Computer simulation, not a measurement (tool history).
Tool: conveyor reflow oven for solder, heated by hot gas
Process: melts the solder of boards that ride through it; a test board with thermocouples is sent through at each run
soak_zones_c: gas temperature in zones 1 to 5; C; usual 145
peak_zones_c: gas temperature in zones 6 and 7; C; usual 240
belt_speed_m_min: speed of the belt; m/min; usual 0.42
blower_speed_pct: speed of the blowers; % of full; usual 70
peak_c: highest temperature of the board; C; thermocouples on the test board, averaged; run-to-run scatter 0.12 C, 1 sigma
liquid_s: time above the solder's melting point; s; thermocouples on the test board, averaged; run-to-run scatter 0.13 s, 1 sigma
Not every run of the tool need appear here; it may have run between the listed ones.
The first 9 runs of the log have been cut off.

run,hour,soak_zones_c,peak_zones_c,belt_speed_m_min,blower_speed_pct,peak_c,liquid_s
# hour 174: flux residue cleaned out of gas plates and filters
10,185.4,145,240,0.457,70,224.4,67.1
11,211.1,145,240,0.457,70,224.3,66.9
12,229.9,145,240,0.457,70,224,66.8
13,252.1,132,240,0.42,70,224.6,68.7
14,274.6,132,240,0.42,70,224.6,68.5
15,291.8,132,240,0.42,70,224.6,68.4
16,304.7,132,240,0.42,70,224.5,68.6
17,318,155,233,0.406,59,220.4,78.1
18,330.9,136,233,0.406,62,217.8,66.9
19,348.6,136,233,0.406,62,217.8,67
20,364.1,136,233,0.406,62,217.7,66.8
21,386.9,149,230,0.406,62,217.5,72.3
22,404.9,152,230,0.406,52,215.2,71.6
23,434.5,145,249,0.359,79,240.1,96.5
24,448.6,145,240,0.459,70,223.2,66.1
25,469.5,145,240,0.459,70,223.1,66

What does the tool deliver on the next run?
26,494.3,151,240,0.42,70,?,?

Run 26 yielded peak_c 226.9 C, liquid_s 77.8 s.
The same run, on a tool lacking any hidden state, would have yielded peak_c 227.8 C, liquid_s 77.9 s.
